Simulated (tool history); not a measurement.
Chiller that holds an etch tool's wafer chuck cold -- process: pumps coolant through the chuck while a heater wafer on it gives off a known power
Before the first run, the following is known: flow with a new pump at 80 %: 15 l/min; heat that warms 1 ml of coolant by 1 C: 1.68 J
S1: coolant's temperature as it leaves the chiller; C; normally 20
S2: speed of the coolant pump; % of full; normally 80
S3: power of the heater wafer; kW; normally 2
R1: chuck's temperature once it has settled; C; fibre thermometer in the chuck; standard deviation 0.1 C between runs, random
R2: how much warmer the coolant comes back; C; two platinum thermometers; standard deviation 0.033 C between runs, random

{"run": 1, "hour": 0.0, "S1": 20, "S2": 80, "S3": 2, "R1": 32.9, "R2": 4.89}
{"run": 2, "hour": 56.0, "S1": 20, "S2": 96, "S3": 2, "R1": 31.6, "R2": 3.95}
{"run": 3, "hour": 119.4, "S1": 20, "S2": 96, "S3": 2, "R1": 31.8, "R2": 4}
{"run": 4, "hour": 177.6, "S1": 20, "S2": 96, "S3": 2.042, "R1": 31.9, "R2": 4.06}
{"run": 5, "hour": 228.0, "S1": 20, "S2": 96, "S3": 2.042, "R1": 32.2, "R2": 4.06}
{"run": 6, "hour": 263.2, "S1": 20, "S2": 96, "S3": 2.042, "R1": 32.1, "R2": 4.12}
{"run": 7, "hour": 319.1, "S1": 20, "S2": 96, "S3": 2.042, "R1": 32, "R2": 4.06}
{"run": 8, "hour": 352.5, "S1": 20, "S2": 96, "S3": 2.272, "R1": 33.3, "R2": 4.56}
{"run": 9, "hour": 414.1, "S1": 20, "S2": 96, "S3": 2.272, "R1": 33.2, "R2": 4.6}
{"run": 10, "hour": 465.4, "S1": 20, "S2": 96, "S3": 2.272, "R1": 33.2, "R2": 4.66}
{"run": 11, "hour": 521.8, "S1": 20, "S2": 96, "S3": 2.272, "R1": 33.5, "R2": 4.62}
{"run": 12, "hour": 571.7, "S1": 20, "S2": 96, "S3": 2.272, "R1": 33.6, "R2": 4.58}
{"run": 13, "hour": 599.7, "S1": 29, "S2": 80, "S3": 2, "R1": 42.4, "R2": 4.93}
{"run": 14, "hour": 642.2, "S1": 20, "S2": 69, "S3": 2, "R1": 34.9, "R2": 5.8}
{"run": 15, "hour": 706.0, "S1": 20, "S2": 69, "S3": 2, "R1": 34.8, "R2": 5.78}
{"hour": 713.9, "done": "coolant pump overhauled"}
{"run": 16, "hour": 755.3, "S1": 20, "S2": 69, "S3": 2, "R1": 35, "R2": 5.92}
{"run": 17, "hour": 823.2, "S1": 11, "S2": 74, "S3": 2.336, "R1": 27.8, "R2": 6.39}
{"run": 18, "hour": 855.4, "S1": 11, "S2": 74, "S3": 2.336, "R1": 27.8, "R2": 6.47}
{"hour": 872.2, "done": "coolant pump overhauled, once more"}
{"run": 19, "hour": 898.5, "S1": 11, "S2": 74, "S3": 2.336, "R1": 27.3, "R2": 6.12}
{"hour": 934.8, "done": "chiller's thermometer calibrated"}
{"run": 20, "hour": 961.3, "S1": 11, "S2": 74, "S3": 2.336, "R1": 26.9, "R2": 6}
{"run": 21, "hour": 1027.4, "S1": 16, "S2": 65, "S3": 2.208, "R1": 32.4, "R2": 6.55}
{"run": 22, "hour": 1056.9, "S1": 22, "S2": 92, "S3": 2, "R1": 33.8, "R2": 4.06}
{"run": 23, "hour": 1087.1, "S1": 28, "S2": 81, "S3": 1.935, "R1": 40.3, "R2": 4.55}
{"run": 24, "hour": 1151.9, "S1": 21, "S2": 70, "S3": 1.272, "R1": 30, "R2": 3.54}
{"run": 25, "hour": 1205.3, "S1": 16, "S2": 61, "S3": 2, "R1": 31.6, "R2": 6.38}
{"run": 26, "hour": 1235.7, "S1": 16, "S2": 61, "S3": 2, "R1": 31.8, "R2": 6.37}
{"run": 27, "hour": 1278.9, "S1": 20, "S2": 61, "S3": 1.893, "R1": 35, "R2": 6.07}

Measured minus without-hidden-state, run by run (identical run-to-run variation in each term; gauge scatter may differ):
Hidden conditions of the tool in this case: heat passed by the chuck's channels, % of clean ones'; flow at a given pump speed, % of a new pump's; coolant's true temperature over the reading, C; drift of the gauge itself on chuck_c, C; drift of the gauge itself on warmer_back_c, C.
run=1 R1=+1.1 R2=+0.12
run=2 R1=+1.1 R2=+0.09
run=3 R1=+1.1 R2=+0.11
run=4 R1=+1.2 R2=+0.1
run=5 R1=+1.3 R2=+0.11
run=6 R1=+1.2 R2=+0.12
run=7 R1=+1.3 R2=+0.11
run=8 R1=+1.4 R2=+0.13
run=9 R1=+1.4 R2=+0.14
run=10 R1=+1.5 R2=+0.14
run=11 R1=+1.5 R2=+0.14
run=12 R1=+1.5 R2=+0.15
run=13 R1=+1.6 R2=+0.17
run=14 R1=+1.7 R2=+0.2
run=15 R1=+1.6 R2=+0.2
run=16 R1=+1.9 R2=+0.31
run=17 R1=+2.1 R2=+0.34
run=18 R1=+2.1 R2=+0.36
run=19 R1=+1.6 R2=+0.01
run=20 R1=+1.2 R2=+0.01
run=21 R1=+1.2 R2=+0.02
run=22 R1=+0.9 R2=+0.02
run=23 R1=+0.9 R2=+0.02
run=24 R1=+0.7 R2=+0.02
run=25 R1=+1.2 R2=+0.04
run=26 R1=+1.3 R2=+0.05
run=27 R1=+1.2 R2=+0.05
